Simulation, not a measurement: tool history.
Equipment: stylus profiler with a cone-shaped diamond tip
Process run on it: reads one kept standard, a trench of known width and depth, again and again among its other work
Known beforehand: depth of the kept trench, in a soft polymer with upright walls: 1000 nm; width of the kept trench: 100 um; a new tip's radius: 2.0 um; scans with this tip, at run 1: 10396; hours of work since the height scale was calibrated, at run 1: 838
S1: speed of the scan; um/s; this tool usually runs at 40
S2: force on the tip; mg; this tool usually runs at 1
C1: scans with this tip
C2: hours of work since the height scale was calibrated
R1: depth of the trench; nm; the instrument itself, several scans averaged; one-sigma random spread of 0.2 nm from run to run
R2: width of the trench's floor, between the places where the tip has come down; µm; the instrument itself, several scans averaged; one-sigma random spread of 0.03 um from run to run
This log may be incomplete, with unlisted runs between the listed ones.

run,hour,S1,S2,C1,C2,R1,R2
1,0,40,1,10396,838,1005.61,95.61
2,44.5,40,1,10661,860,1005.66,95.6
3,95.2,40,1,10964,884,1005.77,95.56
4,123.6,40,1,11133,898,1005.5,95.54
5,163.1,117,1,11369,917,1005.62,95.33
6,205.7,117,1,11624,937,1005.52,95.32
7,252.3,73,1,11902,960,1005.66,95.45
8,295.1,73,0.38,12157,980,1001.97,95.22
9,337.3,73,0.38,12409,1001,1001.93,95.2
10,360.1,73,0.38,12545,1011,1001.9,95.27
11,383.5,73,0.38,12685,1023,1002.25,95.26
12,433.1,73,0.38,12981,1047,1001.84,95.19
13,474.1,73,0.38,13226,1066,1001.68,95.17
14,508.3,40,1,13430,1083,1005.28,95.4
15,537.6,40,1,13605,1097,1005.28,95.44
# hour 541.4: height scale calibrated on a step standard
16,572.6,40,1,13811,15,1004.66,95.33
17,619.2,89,0.77,14089,37,1003.1,95.24
18,671.2,77,2.73,14399,62,1011.28,95.31
19,722.7,126,1.28,14707,87,1005.75,95.1
20,757.4,156,0.67,14914,104,1002.52,94.87
# hour 787.7: height scale calibrated on a step standard, once more
21,788.7,156,0.67,15098,0,1005.27,94.9
22,838.9,156,0.67,15398,25,1005.79,94.86
23,891.5,156,0.67,15712,50,1005.29,94.84
24,939,156,0.67,15995,73,1005.33,94.86
25,969.6,44,0.67,16178,88,1005.41,95.21
26,1017.2,36,2.78,16462,110,1013.87,95.24
27,1062.7,119,0.36,16734,132,1003.35,94.67
28,1085.5,11,0.35,16870,143,1003.2,95.24
29,1115.5,53,0.37,17049,158,1003.48,95.07
30,1150.1,53,0.37,17255,174,1003.53,95.03
31,1202.8,56,0.63,17570,200,1004.76,95.06

Below are 5 alternative next runs, each starting from the tool's condition after run 31. Predict each:
A,1240,92,0.63,17792,218,?,?
B,1240,132,1.83,17792,218,?,?
C,1240,20,0.63,17792,218,?,?
D,1240,10,0.58,17792,218,?,?
E,1240,40,0.52,17792,218,?,?

run,R1,R2
A,1004.64,94.86
B,1010.29,94.99
C,1005.27,95.14
D,1004.79,95.28
E,1004.3,95.04
Had the tool no hidden state, the same runs would have come out as:
run,R1,R2
A,1004.98,96.19
B,1010.63,96.32
C,1005.61,96.46
D,1005.12,96.61
E,1004.64,96.36

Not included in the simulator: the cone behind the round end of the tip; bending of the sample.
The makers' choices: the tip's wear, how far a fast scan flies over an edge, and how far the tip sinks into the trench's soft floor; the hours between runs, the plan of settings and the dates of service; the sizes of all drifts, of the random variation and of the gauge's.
